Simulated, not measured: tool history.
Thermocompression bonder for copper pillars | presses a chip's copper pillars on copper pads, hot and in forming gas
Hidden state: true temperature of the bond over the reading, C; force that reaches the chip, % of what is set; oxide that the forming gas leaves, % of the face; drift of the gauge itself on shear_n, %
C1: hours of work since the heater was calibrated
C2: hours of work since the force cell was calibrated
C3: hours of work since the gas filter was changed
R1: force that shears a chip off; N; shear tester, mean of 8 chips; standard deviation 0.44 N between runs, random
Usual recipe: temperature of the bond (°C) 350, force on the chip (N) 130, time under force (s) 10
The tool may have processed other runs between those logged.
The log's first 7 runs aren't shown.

run 8 hour=119.7 | temperature_of_the_bond_(°C)=350 force_on_the_chip_(N)=130 time_under_force_(s)=10 | C1=346 C2=166 C3=269 | R1=51.9
-- hour=131.8 forming gas filter changed
run 9 hour=143.4 | temperature_of_the_bond_(°C)=350 force_on_the_chip_(N)=130 time_under_force_(s)=10 | C1=356 C2=176 C3=5 | R1=59
run 10 hour=154.5 | temperature_of_the_bond_(°C)=350 force_on_the_chip_(N)=130 time_under_force_(s)=10 | C1=360 C2=180 C3=9 | R1=58.3
run 11 hour=172 | temperature_of_the_bond_(°C)=350 force_on_the_chip_(N)=130 time_under_force_(s)=10 | C1=367 C2=187 C3=16 | R1=58.2
run 12 hour=189.2 | temperature_of_the_bond_(°C)=350 force_on_the_chip_(N)=130 time_under_force_(s)=30 | C1=374 C2=194 C3=23 | R1=74
run 13 hour=209.1 | temperature_of_the_bond_(°C)=350 force_on_the_chip_(N)=130 time_under_force_(s)=30 | C1=382 C2=202 C3=31 | R1=72.6
run 14 hour=225.9 | temperature_of_the_bond_(°C)=350 force_on_the_chip_(N)=130 time_under_force_(s)=10 | C1=389 C2=209 C3=38 | R1=57.9
run 15 hour=240.5 | temperature_of_the_bond_(°C)=350 force_on_the_chip_(N)=130 time_under_force_(s)=10 | C1=395 C2=215 C3=44 | R1=57.3
run 16 hour=258.1 | temperature_of_the_bond_(°C)=350 force_on_the_chip_(N)=130 time_under_force_(s)=10 | C1=402 C2=222 C3=51 | R1=57.6
run 17 hour=276.1 | temperature_of_the_bond_(°C)=362 force_on_the_chip_(N)=130 time_under_force_(s)=10 | C1=409 C2=229 C3=58 | R1=61.4
run 18 hour=289.8 | temperature_of_the_bond_(°C)=362 force_on_the_chip_(N)=130 time_under_force_(s)=10 | C1=414 C2=234 C3=64 | R1=60.9
run 19 hour=308.8 | temperature_of_the_bond_(°C)=350 force_on_the_chip_(N)=130 time_under_force_(s)=10 | C1=422 C2=242 C3=71 | R1=57.7
run 20 hour=322.4 | temperature_of_the_bond_(°C)=350 force_on_the_chip_(N)=130 time_under_force_(s)=10 | C1=428 C2=248 C3=77 | R1=57.3
run 21 hour=343.7 | temperature_of_the_bond_(°C)=350 force_on_the_chip_(N)=130 time_under_force_(s)=10 | C1=436 C2=256 C3=85 | R1=57.4
run 22 hour=359 | temperature_of_the_bond_(°C)=350 force_on_the_chip_(N)=130 time_under_force_(s)=10 | C1=442 C2=262 C3=91 | R1=57
run 23 hour=369.5 | temperature_of_the_bond_(°C)=350 force_on_the_chip_(N)=130 time_under_force_(s)=10 | C1=447 C2=266 C3=96 | R1=56.4
run 24 hour=379.7 | temperature_of_the_bond_(°C)=350 force_on_the_chip_(N)=130 time_under_force_(s)=10 | C1=451 C2=271 C3=100 | R1=56.2

Run 25 comes next. What will it give?
run 25 hour=390.6 | temperature_of_the_bond_(°C)=371 force_on_the_chip_(N)=190 time_under_force_(s)=10 | C1=455 C2=275 C3=104 | R1=?

R1: 73.8 N
Without the tool's hidden state the same run would have given R1 76.7 N.
